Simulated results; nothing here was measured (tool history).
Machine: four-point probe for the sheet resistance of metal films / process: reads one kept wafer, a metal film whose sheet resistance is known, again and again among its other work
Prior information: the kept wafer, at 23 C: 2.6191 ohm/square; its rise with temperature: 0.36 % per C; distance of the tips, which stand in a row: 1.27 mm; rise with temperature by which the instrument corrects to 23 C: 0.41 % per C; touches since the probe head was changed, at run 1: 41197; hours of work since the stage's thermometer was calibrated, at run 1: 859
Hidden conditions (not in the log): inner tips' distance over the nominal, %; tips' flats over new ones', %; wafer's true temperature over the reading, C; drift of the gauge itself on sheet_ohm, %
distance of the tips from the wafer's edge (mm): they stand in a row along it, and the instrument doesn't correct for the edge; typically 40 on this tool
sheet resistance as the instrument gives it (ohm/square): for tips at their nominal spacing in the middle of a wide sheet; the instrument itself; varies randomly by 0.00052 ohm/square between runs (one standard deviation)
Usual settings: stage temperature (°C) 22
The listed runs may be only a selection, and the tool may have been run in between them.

| run | hour | stage temperature (°C) | distance of the tips from the wafer's edge (mm) | touches since the probe head was changed | hours of work since the stage's thermometer was calibrated | sheet resistance as the instrument gives it (ohm/square) |
|---|---|---|---|---|---|---|
| 1 | 0 | 22 | 40 | 41197 | 859 | 2.607586 |
| 2 | 26.5 | 21 | 40 | 41761 | 875 | 2.609352 |
| 3 | 60.3 | 22 | 40 | 42484 | 895 | 2.606572 |
| 4 | 114.8 | 22 | 40 | 43645 | 927 | 2.606937 |
| 5 | 153.5 | 32 | 40 | 44471 | 950 | 2.591518 |
| 6 | 187.1 | 32 | 40 | 45188 | 969 | 2.592052 |
| 7 | 216.5 | 32 | 40 | 45815 | 987 | 2.590874 |
| 8 | 265.8 | 32 | 40 | 46868 | 1015 | 2.591694 |
| 9 | 296 | 32 | 40 | 47512 | 1033 | 2.591164 |
| 10 | 342.5 | 27 | 40 | 48503 | 1060 | 2.597787 |
| 11 | 388.9 | 27 | 40 | 49492 | 1088 | 2.597404 |
| 12 | 421.7 | 20 | 40 | 50192 | 1107 | 2.607778 |
| 13 | 467.9 | 31 | 5 | 51177 | 1134 | 2.677312 |
| 14 | 499.9 | 29 | 33 | 51860 | 1153 | 2.594746 |

Run 15 comes next. What will it give?
| 15 | 554.8 | 29 | 21 | 53032 | 1185 | ? |

sheet resistance as the instrument gives it (ohm/square): 2.597074
On a tool with no hidden condition, and with the same random variation, this run would have come out at sheet resistance as the instrument gives it (ohm/square) 2.615394.

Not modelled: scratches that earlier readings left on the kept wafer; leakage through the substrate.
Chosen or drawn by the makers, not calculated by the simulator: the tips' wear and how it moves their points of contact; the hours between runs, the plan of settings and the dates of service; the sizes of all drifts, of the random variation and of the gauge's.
